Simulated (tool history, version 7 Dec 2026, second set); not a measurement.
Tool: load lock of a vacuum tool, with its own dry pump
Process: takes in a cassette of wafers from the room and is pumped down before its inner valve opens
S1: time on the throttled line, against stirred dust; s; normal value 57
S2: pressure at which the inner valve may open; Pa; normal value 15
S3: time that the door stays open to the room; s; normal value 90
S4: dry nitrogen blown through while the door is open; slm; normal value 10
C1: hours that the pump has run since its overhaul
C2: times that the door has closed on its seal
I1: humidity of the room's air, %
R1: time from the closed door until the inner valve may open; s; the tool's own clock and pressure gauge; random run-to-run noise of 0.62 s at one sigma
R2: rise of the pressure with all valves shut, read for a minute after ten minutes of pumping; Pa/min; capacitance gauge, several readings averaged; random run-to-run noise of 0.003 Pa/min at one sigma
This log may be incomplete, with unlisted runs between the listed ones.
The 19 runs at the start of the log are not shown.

run 20 day=378.371 | S1=57 S2=24 S3=90 S4=40 | C1=10229 C2=3209 | I1=44.4 | R1=93.6 R2=0.033
run 21 day=401.154 | S1=57 S2=15 S3=90 S4=5 | C1=10776 C2=5261 | I1=42.7 | R1=95.0 R2=0.062
run 22 day=419.983 | S1=32 S2=19 S3=90 S4=10 | C1=11228 C2=6957 | I1=41.9 | R1=74.5 R2=0.066
run 23 day=443.217 | S1=32 S2=21 S3=72 S4=8 | C1=11786 C2=9050 | I1=44.0 | R1=74.6 R2=0.089
run 24 day=458.167 | S1=32 S2=21 S3=72 S4=8 | C1=12144 C2=10396 | I1=43.6 | R1=74.5 R2=0.099
run 25 day=486.871 | S1=57 S2=28 S3=31 S4=10 | C1=12833 C2=12982 | I1=46.1 | R1=92.5 R2=0.121
run 26 day=510.725 | S1=57 S2=28 S3=31 S4=33 | C1=13406 C2=15130 | I1=43.7 | R1=92.8 R2=0.127
run 27 day=537.896 | S1=109 S2=15 S3=35 S4=10 | C1=14058 C2=17578 | I1=42.7 | R1=137.2 R2=0.168
run 28 day=560.692 | S1=109 S2=26 S3=35 S4=10 | C1=14605 C2=19631 | I1=45.2 | R1=132.2 R2=0.198
run 29 day=586.067 | S1=109 S2=26 S3=35 S4=10 | C1=15214 C2=21917 | I1=45.9 | R1=131.8 R2=0.226
run 30 day=601.362 | S1=61 S2=15 S3=90 S4=10 | C1=15581 C2=23294 | I1=43.3 | R1=100.0 R2=0.260
run 31 day=616.350 | S1=61 S2=15 S3=106 S4=10 | C1=15941 C2=24644 | I1=43.5 | R1=100.3 R2=0.288
run 32 day=635.804 | S1=61 S2=15 S3=106 S4=10 | C1=16408 C2=26397 | I1=46.2 | R1=100.1 R2=0.314
run 33 day=658.279 | S1=62 S2=24 S3=41 S4=41 | C1=16947 C2=28421 | I1=45.0 | R1=99.0 R2=0.326
run 34 day=685.567 | S1=36 S2=15 S3=90 S4=12 | C1=17602 C2=30879 | I1=46.0 | R1=82.7 R2=0.394
-- day=693.633 dry pump taken out, an overhauled one fitted
run 35 day=712.367 | S1=36 S2=15 S3=90 S4=12 | C1=450 C2=33270 | I1=47.8 | R1=74.0 R2=0.441
-- day=734.521 door's seal changed, seat wiped
run 36 day=734.521 | S1=36 S2=15 S3=90 S4=12 | C1=980 C2=0 | I1=43.6 | R1=74.1 R2=0.035
run 37 day=760.500 | S1=57 S2=18 S3=235 S4=10 | C1=1603 C2=2340 | I1=46.2 | R1=89.5 R2=0.063

Branching from run 37: 3 alternative next runs. What would each branch give?
run A day=782.538 | S1=107 S2=14 S3=28 S4=10 | C1=2132 C2=4325 | I1=45.1 | R1=? R2=?
run B day=782.538 | S1=98 S2=14 S3=150 S4=10 | C1=2132 C2=4325 | I1=40.2 | R1=? R2=?
run C day=782.538 | S1=104 S2=14 S3=90 S4=10 | C1=2132 C2=4325 | I1=48.0 | R1=? R2=?

run=A R1=132.1 R2=0.045
run=B R1=123.7 R2=0.059
run=C R1=128.2 R2=0.060
Stripped of hidden state, with their random variation kept, the same runs would have yielded:
run=A R1=131.4 R2=0.025
run=B R1=123.0 R2=0.038
run=C R1=127.5 R2=0.040

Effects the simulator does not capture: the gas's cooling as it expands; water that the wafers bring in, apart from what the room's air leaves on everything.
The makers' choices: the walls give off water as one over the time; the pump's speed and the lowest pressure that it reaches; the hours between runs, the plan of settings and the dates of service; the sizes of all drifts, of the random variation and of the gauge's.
